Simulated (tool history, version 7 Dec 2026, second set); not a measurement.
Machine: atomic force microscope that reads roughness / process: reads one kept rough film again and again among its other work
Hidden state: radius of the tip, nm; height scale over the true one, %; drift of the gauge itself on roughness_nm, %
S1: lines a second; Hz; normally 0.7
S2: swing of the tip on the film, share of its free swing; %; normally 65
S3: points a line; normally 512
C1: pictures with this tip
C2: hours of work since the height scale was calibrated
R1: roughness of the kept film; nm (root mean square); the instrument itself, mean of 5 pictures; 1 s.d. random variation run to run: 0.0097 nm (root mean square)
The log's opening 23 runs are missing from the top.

Run 24, hour 735.6: usual settings but S1 1.495 Hz, S2 56 %, S3 407; C1 129; C2 123. Result: R1 1.72 nm (root mean square).
At hour 746.4: height scale calibrated on a step standard, once more.
Run 25, hour 759.8: usual settings but S1 1.078 Hz, S2 56 %, S3 455; C1 168; C2 8. Result: R1 1.609 nm (root mean square).
Run 26, hour 784.4: usual settings but S2 73 %; C1 210; C2 24. Result: R1 1.472 nm (root mean square).
Run 27, hour 827.7: usual settings but S2 73 %; C1 283; C2 50. Result: R1 1.322 nm (root mean square).
Run 28, hour 850.7: usual settings but S2 73 %, S3 656; C1 322; C2 64. Result: R1 1.267 nm (root mean square).
Run 29, hour 873.3: usual settings but S2 73 %, S3 294; C1 360; C2 78. Result: R1 1.18 nm (root mean square).
At hour 879.5: new tip fitted.
Run 30, hour 910.5: usual settings but S2 73 %, S3 294; C1 52; C2 101. Result: R1 1.887 nm (root mean square).
Run 31, hour 943.7: usual settings but S2 73 %, S3 294; C1 108; C2 122. Result: R1 1.692 nm (root mean square).
Run 32, hour 975.4: usual settings but S1 3.207 Hz, S2 64 %, S3 717; C1 162; C2 141. Result: R1 1.44 nm (root mean square).
Run 33, hour 1017.3: usual settings but S1 3.207 Hz, S2 64 %, S3 717; C1 233; C2 167. Result: R1 1.283 nm (root mean square).
Run 34, hour 1043: usual settings but S1 2.415 Hz, S2 79 %, S3 282; C1 277; C2 183. Result: R1 1.084 nm (root mean square).
Run 35, hour 1088.1: usual settings but S1 2.415 Hz, S2 79 %, S3 282; C1 353; C2 211. Result: R1 1 nm (root mean square).
At hour 1098.4: new tip fitted.
Run 36, hour 1109.1: usual settings but S1 3.89 Hz, S2 66 %, S3 873; C1 18; C2 223. Result: R1 1.807 nm (root mean square).
Run 37, hour 1150.2: usual settings but S2 70 %, S3 642; C1 87; C2 249. Result: R1 1.807 nm (root mean square).
Run 38, hour 1169.3: usual settings but S2 70 %, S3 642; C1 120; C2 261. Result: R1 1.706 nm (root mean square).
Run 39, hour 1188.6: usual settings but S2 75 %; C1 153; C2 272. Result: R1 1.608 nm (root mean square).
Run 40, hour 1209.6: usual settings but S1 0.785 Hz, S2 75 %, S3 581; C1 188; C2 285. Result: R1 1.518 nm (root mean square).

Each row is a separate what-if for the run after 40, all from the same tool condition, not one after another. Results?
Run A, hour 1252.4: usual settings but S3 290; C1 261; C2 312. Result: R1 ?.
Run B, hour 1252.4: usual settings but S2 60 %; C1 261; C2 312. Result: R1 ?.
Run C, hour 1252.4: usual settings but S1 0.75 Hz; C1 261; C2 312. Result: R1 ?.

run     R1
  A  1.375
  B  1.419
  C  1.388
Without the tool's hidden state the same runs would have given:
run     R1
  A  2.171
  B  2.238
  C  2.196
